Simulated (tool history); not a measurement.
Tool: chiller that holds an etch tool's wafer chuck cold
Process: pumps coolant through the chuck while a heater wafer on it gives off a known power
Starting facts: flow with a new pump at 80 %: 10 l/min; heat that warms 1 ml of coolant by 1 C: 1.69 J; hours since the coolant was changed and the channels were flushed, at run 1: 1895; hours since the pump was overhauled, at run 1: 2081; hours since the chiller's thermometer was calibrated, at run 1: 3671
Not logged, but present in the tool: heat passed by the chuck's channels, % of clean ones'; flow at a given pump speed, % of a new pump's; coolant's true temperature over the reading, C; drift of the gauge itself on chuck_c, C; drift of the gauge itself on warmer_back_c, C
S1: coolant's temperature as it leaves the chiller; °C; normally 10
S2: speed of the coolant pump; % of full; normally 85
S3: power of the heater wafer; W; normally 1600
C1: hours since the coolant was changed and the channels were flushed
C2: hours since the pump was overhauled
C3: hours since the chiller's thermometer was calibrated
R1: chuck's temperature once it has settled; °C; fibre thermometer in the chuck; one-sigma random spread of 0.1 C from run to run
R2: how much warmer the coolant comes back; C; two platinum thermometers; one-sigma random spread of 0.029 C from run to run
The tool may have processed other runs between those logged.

| run | day | S1 | S2 | S3 | C1 | C2 | C3 | R1 | R2 |
|---|---|---|---|---|---|---|---|---|---|
| 1 | 0 | 10 | 85 | 1600 | 1895 | 2081 | 3671 | 23.1 | 5.41 |
| 2 | 1.762 | 10 | 85 | 1600 | 1937 | 2123 | 3713 | 23.3 | 5.37 |
| 3 | 4.729 | 10 | 85 | 1600 | 2008 | 2194 | 3784 | 23.4 | 5.41 |
| 4 | 5.996 | 10 | 85 | 1600 | 2039 | 2225 | 3815 | 23.3 | 5.43 |
| 5 | 8.292 | 10 | 85 | 1600 | 2094 | 2280 | 3870 | 23.3 | 5.41 |
| 6 | 11.121 | 10 | 85 | 1600 | 2162 | 2348 | 3938 | 23.4 | 5.4 |
| 7 | 12.621 | 10 | 85 | 1600 | 2198 | 2384 | 3974 | 23.6 | 5.44 |
| 8 | 14.517 | 10 | 85 | 1600 | 2243 | 2429 | 4019 | 23.4 | 5.45 |
| 9 | 16.133 | 10 | 85 | 1600 | 2282 | 2468 | 4058 | 23.6 | 5.43 |
|  | 16.617 | coolant pump overhauled |
| 10 | 19.171 | 10 | 85 | 1078 | 2350 | 61 | 4126 | 19.2 | 3.73 |
| 11 | 22.208 | 10 | 85 | 1078 | 2423 | 134 | 4199 | 19.4 | 3.72 |
| 12 | 24.125 | 10 | 85 | 1078 | 2469 | 180 | 4245 | 19.4 | 3.74 |
| 13 | 25.525 | 10 | 85 | 1078 | 2503 | 214 | 4278 | 19.5 | 3.75 |
| 14 | 28.308 | 10 | 85 | 1474 | 2569 | 281 | 4345 | 22.7 | 5.09 |
|  | 28.667 | coolant pump overhauled, once more |
| 15 | 30.538 | 10 | 85 | 1474 | 2618 | 45 | 4394 | 22.2 | 4.92 |
| 16 | 31.821 | 10 | 85 | 1474 | 2649 | 76 | 4424 | 22.3 | 4.89 |
| 17 | 34.083 | 11 | 85 | 1600 | 2703 | 130 | 4479 | 24.1 | 5.34 |
|  | 35.842 | chiller's thermometer calibrated |
| 18 | 36.029 | 11 | 85 | 1600 | 2749 | 176 | 4 | 23.9 | 5.34 |
| 19 | 37.346 | 12 | 85 | 2220 | 2780 | 207 | 36 | 30 | 7.41 |
| 20 | 39.312 | 12 | 85 | 2220 | 2827 | 255 | 83 | 30.3 | 7.42 |
| 21 | 41.617 | 13 | 80 | 2360 | 2883 | 310 | 139 | 33.4 | 8.39 |
| 22 | 43.312 | 10 | 92 | 1005 | 2924 | 351 | 179 | 17.8 | 3.05 |
| 23 | 46.067 | 10 | 92 | 1005 | 2990 | 417 | 245 | 17.7 | 3.07 |
| 24 | 47.858 | 10 | 92 | 1005 | 3033 | 460 | 288 | 17.8 | 3.06 |
| 25 | 49.771 | 4 | 81 | 1600 | 3079 | 506 | 334 | 17.7 | 5.68 |
| 26 | 52.042 | 4 | 81 | 1600 | 3133 | 560 | 389 | 17.5 | 5.69 |
| 27 | 54.717 | 20 | 88 | 1267 | 3197 | 624 | 453 | 30.1 | 4.07 |
| 28 | 56.692 | 4 | 85 | 1600 | 3245 | 672 | 500 | 17.2 | 5.39 |
| 29 | 59.792 | 10 | 68 | 1807 | 3319 | 746 | 575 | 27.9 | 7.77 |
| 30 | 62.067 | 10 | 72 | 1226 | 3374 | 801 | 629 | 21.8 | 5 |
| 31 | 64.221 | 12 | 77 | 1418 | 3425 | 852 | 681 | 24.6 | 5.35 |
| 32 | 66.25 | 12 | 81 | 2145 | 3474 | 901 | 730 | 30.3 | 7.63 |
| 33 | 68.067 | 12 | 81 | 2145 | 3518 | 945 | 773 | 30.5 | 7.61 |

Per-run results on a tool with no hidden state, each run keeping its own random variation:
| run | R1 | R2 |
|---|---|---|
| 1 | 22.2 | 5.29 |
| 2 | 22.4 | 5.25 |
| 3 | 22.4 | 5.29 |
| 4 | 22.3 | 5.31 |
| 5 | 22.4 | 5.28 |
| 6 | 22.5 | 5.27 |
| 7 | 22.6 | 5.31 |
| 8 | 22.4 | 5.31 |
| 9 | 22.6 | 5.29 |
| 10 | 18.3 | 3.58 |
| 11 | 18.5 | 3.56 |
| 12 | 18.4 | 3.59 |
| 13 | 18.5 | 3.59 |
| 14 | 21.5 | 4.87 |
| 15 | 21.3 | 4.91 |
| 16 | 21.4 | 4.87 |
| 17 | 23.2 | 5.31 |
| 18 | 23.4 | 5.32 |
| 19 | 29.2 | 7.37 |
| 20 | 29.5 | 7.38 |
| 21 | 32.5 | 8.34 |
| 22 | 17.4 | 3.03 |
| 23 | 17.3 | 3.05 |
| 24 | 17.3 | 3.04 |
| 25 | 17 | 5.63 |
| 26 | 16.8 | 5.64 |
| 27 | 29.5 | 4.03 |
| 28 | 16.4 | 5.34 |
| 29 | 26.9 | 7.69 |
| 30 | 21.1 | 4.95 |
| 31 | 23.9 | 5.3 |
| 32 | 29.2 | 7.54 |
| 33 | 29.4 | 7.52 |
